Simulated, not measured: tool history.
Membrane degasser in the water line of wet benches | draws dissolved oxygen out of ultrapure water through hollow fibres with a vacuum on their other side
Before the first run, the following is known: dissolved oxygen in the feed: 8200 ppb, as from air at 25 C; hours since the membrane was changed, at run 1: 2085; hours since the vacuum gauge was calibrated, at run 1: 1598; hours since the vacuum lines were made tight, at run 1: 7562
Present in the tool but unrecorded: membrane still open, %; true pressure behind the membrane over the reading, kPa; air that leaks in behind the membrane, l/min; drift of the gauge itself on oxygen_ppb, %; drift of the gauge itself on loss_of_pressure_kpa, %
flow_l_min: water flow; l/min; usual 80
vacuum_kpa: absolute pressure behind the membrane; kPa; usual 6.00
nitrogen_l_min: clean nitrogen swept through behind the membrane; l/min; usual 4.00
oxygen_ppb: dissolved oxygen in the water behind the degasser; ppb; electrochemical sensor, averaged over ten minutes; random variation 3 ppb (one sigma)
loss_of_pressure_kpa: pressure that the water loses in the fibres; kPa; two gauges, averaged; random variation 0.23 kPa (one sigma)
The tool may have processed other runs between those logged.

| run | hour | flow_l_min | vacuum_kpa | nitrogen_l_min | hours since the membrane was changed | hours since the vacuum gauge was calibrated | hours since the vacuum lines were made tight | oxygen_ppb | loss_of_pressure_kpa |
|---|---|---|---|---|---|---|---|---|---|
| 1 | 0.0 | 80 | 6.00 | 4.00 | 2085 | 1598 | 7562 | 296.1 | 57.29 |
| 2 | 70.5 | 80 | 6.00 | 4.00 | 2156 | 1669 | 7633 | 293.0 | 57.35 |
| 3 | 159.0 | 80 | 6.00 | 4.00 | 2244 | 1757 | 7721 | 295.5 | 57.53 |
| 4 | 219.0 | 80 | 6.00 | 4.00 | 2304 | 1817 | 7781 | 289.6 | 57.63 |
| 5 | 283.4 | 80 | 5.21 | 4.00 | 2369 | 1881 | 7845 | 260.3 | 57.40 |
| 6 | 382.1 | 80 | 5.21 | 4.00 | 2467 | 1980 | 7944 | 258.5 | 57.80 |
| 7 | 458.4 | 80 | 6.00 | 4.00 | 2544 | 2056 | 8021 | 293.1 | 57.31 |
| 8 | 567.9 | 80 | 6.00 | 4.00 | 2653 | 2166 | 8130 | 293.8 | 57.44 |
| 9 | 658.2 | 80 | 6.00 | 4.00 | 2743 | 2256 | 8220 | 292.1 | 57.75 |
| 10 | 766.2 | 80 | 6.00 | 1.70 | 2852 | 2364 | 8328 | 410.5 | 57.34 |
| 11 | 867.6 | 80 | 9.49 | 4.00 | 2953 | 2466 | 8430 | 438.3 | 57.43 |
| 12 | 981.9 | 54 | 9.49 | 4.00 | 3067 | 2580 | 8544 | 231.4 | 38.78 |
| 13 | 1073.3 | 54 | 9.49 | 4.00 | 3159 | 2671 | 8635 | 233.5 | 38.68 |
| 14 | 1169.5 | 54 | 9.49 | 4.00 | 3255 | 2768 | 8732 | 228.3 | 38.89 |
| 15 | 1263.4 | 80 | 6.00 | 4.00 | 3349 | 2861 | 8825 | 297.7 | 57.16 |
| 16 | 1347.3 | 80 | 6.00 | 4.00 | 3433 | 2945 | 8909 | 293.2 | 57.40 |
| 17 | 1421.2 | 80 | 6.00 | 4.00 | 3506 | 3019 | 8983 | 291.6 | 57.44 |
| 18 | 1506.6 | 80 | 6.00 | 4.00 | 3592 | 3105 | 9069 | 292.6 | 57.65 |
| 19 | 1591.7 | 80 | 5.27 | 4.00 | 3677 | 3190 | 9154 | 265.0 | 57.43 |
| 20 | 1687.0 | 52 | 5.27 | 11.72 | 3772 | 3285 | 9249 | 58.9 | 37.32 |
| 21 | 1793.6 | 65 | 5.27 | 10.44 | 3879 | 3392 | 9356 | 117.4 | 46.73 |
| 22 | 1850.4 | 54 | 12.97 | 4.00 | 3936 | 3448 | 9413 | 333.5 | 38.45 |
|  | 1874.0 | seals of the vacuum lines changed |
| 23 | 1930.5 | 80 | 6.00 | 7.11 | 4014 | 3527 | 56 | 249.9 | 57.36 |
| 24 | 1989.9 | 80 | 6.00 | 7.11 | 4073 | 3586 | 116 | 246.7 | 57.75 |
| 25 | 2076.1 | 80 | 6.00 | 7.11 | 4159 | 3672 | 202 | 244.9 | 57.54 |
| 26 | 2188.6 | 58 | 6.00 | 4.00 | 4272 | 3785 | 315 | 147.1 | 41.81 |
| 27 | 2255.9 | 80 | 5.25 | 3.10 | 4339 | 3852 | 382 | 285.9 | 57.71 |
| 28 | 2341.5 | 80 | 5.39 | 3.12 | 4425 | 3938 | 467 | 288.4 | 57.56 |
| 29 | 2428.2 | 100 | 4.65 | 6.91 | 4511 | 4024 | 554 | 369.4 | 72.05 |
| 30 | 2518.0 | 70 | 13.88 | 10.00 | 4601 | 4114 | 644 | 282.1 | 50.00 |
| 31 | 2604.9 | 76 | 11.42 | 2.70 | 4688 | 4201 | 731 | 606.3 | 54.32 |
| 32 | 2675.3 | 103 | 4.73 | 2.31 | 4759 | 4271 | 801 | 472.0 | 73.58 |
| 33 | 2748.5 | 80 | 11.12 | 4.00 | 4832 | 4345 | 874 | 510.6 | 57.68 |

3 ways to go on from here, each from the tool as it stands after run 33. What would each give?
| A | 2810.4 | 80 | 11.12 | 3.94 | 4894 | 4406 | 936 | ? | ? |
| B | 2810.4 | 80 | 11.12 | 3.28 | 4894 | 4406 | 936 | ? | ? |
| C | 2810.4 | 83 | 14.14 | 3.13 | 4894 | 4406 | 936 | ? | ? |

| run | oxygen_ppb | loss_of_pressure_kpa |
|---|---|---|
| A | 507.3 | 57.32 |
| B | 560.3 | 57.24 |
| C | 760.3 | 59.90 |
Stripped of hidden state, with their random variation kept, the same runs would have yielded:
| run | oxygen_ppb | loss_of_pressure_kpa |
|---|---|---|
| A | 507.1 | 57.30 |
| B | 560.1 | 57.22 |
| C | 760.1 | 59.89 |
